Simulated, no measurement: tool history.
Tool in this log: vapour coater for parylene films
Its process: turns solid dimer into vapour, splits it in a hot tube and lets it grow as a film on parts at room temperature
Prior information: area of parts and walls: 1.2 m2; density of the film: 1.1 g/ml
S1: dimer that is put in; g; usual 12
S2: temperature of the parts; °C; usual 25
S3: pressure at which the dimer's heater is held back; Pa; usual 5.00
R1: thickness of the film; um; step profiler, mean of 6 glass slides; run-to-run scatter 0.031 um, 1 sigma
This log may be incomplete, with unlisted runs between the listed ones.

| run | hour | S1 | S2 | S3 | R1 |
|---|---|---|---|---|---|
| 1 | 0.0 | 12 | 25 | 5.00 | 4.45 |
|  | 37.9 | trap's valve overhauled |
| 2 | 53.0 | 12 | 25 | 11.70 | 4.23 |
| 3 | 101.5 | 12 | 25 | 11.70 | 4.24 |
| 4 | 173.7 | 12 | 24 | 5.00 | 4.55 |
| 5 | 232.4 | 12 | 24 | 5.00 | 4.53 |
| 6 | 287.3 | 12 | 17 | 5.00 | 5.62 |
| 7 | 371.1 | 12 | 25 | 5.00 | 4.45 |
| 8 | 406.2 | 12 | 25 | 5.00 | 4.45 |
| 9 | 471.2 | 12 | 22 | 5.00 | 4.83 |
| 10 | 540.1 | 12 | 22 | 2.43 | 5.13 |
| 11 | 593.6 | 12 | 22 | 2.43 | 5.11 |
| 12 | 658.0 | 12 | 22 | 2.43 | 5.14 |
| 13 | 721.9 | 12 | 22 | 2.43 | 5.07 |
| 14 | 796.1 | 12 | 25 | 5.00 | 4.50 |
|  | 837.4 | table's thermometer calibrated |
| 15 | 868.7 | 12 | 25 | 5.00 | 4.46 |
|  | 892.8 | trap's valve overhauled |
| 16 | 915.4 | 12 | 25 | 5.00 | 4.47 |
| 17 | 967.8 | 12 | 25 | 5.00 | 4.48 |
| 18 | 1007.2 | 12 | 29 | 5.00 | 3.90 |
| 19 | 1093.6 | 12 | 29 | 5.00 | 3.97 |
| 20 | 1147.2 | 12 | 29 | 5.00 | 3.95 |
| 21 | 1212.9 | 12 | 29 | 5.00 | 3.96 |
| 22 | 1276.9 | 12 | 29 | 5.00 | 3.96 |
| 23 | 1362.2 | 12 | 29 | 5.00 | 3.97 |
| 24 | 1406.9 | 12 | 25 | 5.00 | 4.46 |
| 25 | 1478.0 | 12 | 25 | 5.00 | 4.39 |
| 26 | 1549.1 | 15 | 25 | 4.99 | 5.59 |
| 27 | 1616.5 | 15 | 25 | 4.99 | 5.54 |
| 28 | 1680.6 | 7 | 34 | 3.51 | 2.03 |
|  | 1749.1 | trap's valve overhauled |
| 29 | 1749.1 | 7 | 34 | 3.51 | 2.03 |
| 30 | 1791.8 | 8 | 19 | 2.69 | 3.73 |
| 31 | 1833.5 | 14 | 35 | 2.97 | 4.00 |
| 32 | 1903.9 | 17 | 19 | 2.97 | 7.77 |
| 33 | 1955.3 | 12 | 36 | 2.14 | 3.36 |
| 34 | 2022.7 | 7 | 19 | 3.33 | 3.18 |
| 35 | 2073.8 | 7 | 19 | 3.33 | 3.21 |
| 36 | 2131.7 | 12 | 17 | 5.00 | 5.64 |
| 37 | 2211.5 | 12 | 17 | 5.00 | 5.58 |
| 38 | 2264.1 | 12 | 17 | 5.00 | 5.73 |
| 39 | 2313.8 | 12 | 26 | 8.75 | 4.17 |
| 40 | 2361.0 | 8 | 36 | 8.75 | 2.05 |
| 41 | 2437.0 | 8 | 36 | 8.75 | 2.07 |
| 42 | 2499.1 | 22 | 36 | 6.34 | 5.79 |
| 43 | 2560.1 | 22 | 18 | 2.66 | 10.33 |
|  | 2604.1 | trap's valve overhauled |
| 44 | 2613.0 | 5 | 19 | 4.37 | 2.22 |
| 45 | 2678.0 | 15 | 24 | 4.65 | 5.71 |
| 46 | 2755.6 | 18 | 24 | 5.63 | 6.88 |
| 47 | 2811.6 | 12 | 28 | 5.00 | 4.11 |

Below, some changes in R1 between adjacent runs. For each, the amount present without the hidden state too (settings, incoming material, random variation) and the amount remaining for the hidden state with gauge scatter not shared by both compared results:
Unlogged tool condition in this case: vapour lost through the trap's worn valve, %; true temperature of the parts over the reading, C; drift of the gauge itself on film_um, %.
Run 1 -> 2: S3 5.00 -> 11.70, trap's valve overhauled. R1 -0.22 um: hidden state +0.02, all else -0.24.
Run 32 -> 33: S1 17 -> 12, S2 19 -> 36, S3 2.97 -> 2.14. R1 -4.41 um: hidden state +0.00, all else -4.41.
Run 42 -> 43: S2 36 -> 18, S3 6.34 -> 2.66. R1 +4.54 um: hidden state -0.03, all else +4.57.
Run 43 -> 44: S1 22 -> 5, S2 18 -> 19, S3 2.66 -> 4.37, trap's valve overhauled. R1 -8.11 um: hidden state +0.05, all else -8.16.
